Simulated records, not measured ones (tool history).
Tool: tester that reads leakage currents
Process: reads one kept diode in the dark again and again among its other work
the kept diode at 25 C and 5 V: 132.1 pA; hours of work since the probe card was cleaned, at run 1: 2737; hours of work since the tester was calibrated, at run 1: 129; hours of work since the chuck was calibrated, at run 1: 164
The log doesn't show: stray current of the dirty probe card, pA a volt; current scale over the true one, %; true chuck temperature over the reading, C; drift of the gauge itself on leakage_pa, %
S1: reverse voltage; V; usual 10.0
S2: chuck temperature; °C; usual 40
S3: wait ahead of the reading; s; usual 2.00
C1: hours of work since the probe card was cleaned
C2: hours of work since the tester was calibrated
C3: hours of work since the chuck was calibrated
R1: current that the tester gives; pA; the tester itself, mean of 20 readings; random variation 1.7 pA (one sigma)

| run | day | S1 | S2 | S3 | C1 | C2 | C3 | R1 |
|---|---|---|---|---|---|---|---|---|
| 1 | 0.000 | 10.0 | 40 | 2.00 | 2737 | 129 | 164 | 575.13 |
| 2 | 1.117 | 10.0 | 40 | 2.00 | 2749 | 140 | 176 | 578.73 |
| 3 | 3.279 | 6.2 | 40 | 2.00 | 2771 | 162 | 198 | 472.47 |
| 4 | 5.108 | 10.0 | 40 | 2.00 | 2789 | 181 | 216 | 575.64 |
| 5 | 6.379 | 10.0 | 40 | 2.00 | 2802 | 194 | 229 | 574.15 |
| 6 | 7.492 | 10.0 | 40 | 2.00 | 2814 | 205 | 241 | 575.07 |
| 7 | 8.971 | 10.0 | 40 | 2.00 | 2829 | 220 | 256 | 574.23 |
| 8 | 10.500 | 12.8 | 40 | 2.00 | 2844 | 236 | 271 | 634.43 |
| 9 | 12.075 | 10.0 | 40 | 2.00 | 2860 | 252 | 287 | 571.96 |
| 10 | 13.071 | 10.0 | 40 | 2.00 | 2871 | 262 | 298 | 570.91 |
| 11 | 14.596 | 10.0 | 40 | 2.00 | 2886 | 278 | 313 | 575.96 |
| 12 | 16.775 | 10.0 | 40 | 2.00 | 2908 | 300 | 335 | 568.68 |
| 13 | 18.804 | 10.0 | 40 | 2.00 | 2929 | 321 | 356 | 565.24 |
| 14 | 20.050 | 10.0 | 40 | 2.00 | 2942 | 333 | 369 | 571.98 |
| 15 | 22.250 | 3.4 | 40 | 2.00 | 2964 | 356 | 391 | 361.87 |
| 16 | 24.317 | 3.4 | 40 | 2.00 | 2985 | 377 | 412 | 358.89 |
| 17 | 25.667 | 3.4 | 40 | 5.04 | 2999 | 390 | 426 | 359.20 |
| 18 | 27.888 | 3.4 | 40 | 5.04 | 3022 | 413 | 449 | 357.81 |
| 19 | 29.329 | 3.4 | 40 | 5.04 | 3036 | 428 | 463 | 357.57 |
| 20 | 31.579 | 10.0 | 42 | 2.00 | 3059 | 451 | 486 | 654.89 |
|  | 31.846 | probe card cleaned and baked |
| 21 | 32.804 | 10.0 | 42 | 2.00 | 10 | 462 | 498 | 634.18 |
| 22 | 34.425 | 8.3 | 27 | 0.72 | 26 | 479 | 514 | 182.11 |
| 23 | 36.050 | 1.1 | 40 | 8.19 | 43 | 495 | 531 | 221.37 |
| 24 | 37.217 | 1.2 | 35 | 3.12 | 55 | 507 | 543 | 156.14 |
| 25 | 38.354 | 1.8 | 24 | 0.85 | 66 | 519 | 554 | 75.25 |
| 26 | 40.079 | 1.1 | 37 | 3.13 | 84 | 536 | 572 | 175.80 |
| 27 | 42.342 | 16.5 | 25 | 0.92 | 107 | 559 | 595 | 202.82 |
| 28 | 44.546 | 8.0 | 21 | 0.57 | 130 | 582 | 617 | 107.70 |
| 29 | 46.671 | 5.5 | 23 | 1.81 | 151 | 603 | 639 | 108.06 |
| 30 | 48.192 | 8.0 | 46 | 2.00 | 167 | 619 | 654 | 770.27 |
| 31 | 49.933 | 13.8 | 33 | 2.00 | 184 | 637 | 672 | 356.05 |
| 32 | 51.821 | 13.8 | 33 | 2.00 | 204 | 656 | 691 | 353.22 |
| 33 | 53.933 | 10.0 | 43 | 2.40 | 225 | 677 | 713 | 668.88 |
| 34 | 56.204 | 10.0 | 40 | 1.96 | 248 | 701 | 736 | 532.08 |
| 35 | 58.046 | 2.9 | 40 | 5.29 | 267 | 719 | 755 | 321.54 |
| 36 | 60.238 | 2.9 | 40 | 5.29 | 289 | 742 | 777 | 320.90 |
|  | 61.225 | chuck's temperature calibrated |
| 37 | 62.250 | 1.3 | 48 | 1.06 | 309 | 761 | 10 | 448.78 |
| 38 | 64.179 | 1.3 | 34 | 1.06 | 329 | 781 | 30 | 157.01 |
| 39 | 65.104 | 2.8 | 31 | 2.65 | 338 | 791 | 40 | 168.96 |

Some steps in R1 between neighbouring runs. How much of each would the tool show without its hidden state too (settings, what came in, random variation), and how much is left for the hidden state, with any gauge scatter that isn't in both results?
Run 21 -> 22: S1 10.0 -> 8.3, S2 42 -> 27, S3 2.00 -> 0.72. R1 -452.07 pA: hidden state +24.56, all else -476.63.
Run 29 -> 30: S1 5.5 -> 8.0, S2 23 -> 46, S3 1.81 -> 2.00. R1 +662.21 pA: hidden state -47.33, all else +709.54.
Run 30 -> 31: S1 8.0 -> 13.8, S2 46 -> 33. R1 -414.22 pA: hidden state +28.01, all else -442.23.
Run 36 -> 37: S1 2.9 -> 1.3, S2 40 -> 48, S3 5.29 -> 1.06, chuck's temperature calibrated. R1 +127.88 pA: hidden state +25.28, all else +102.60.
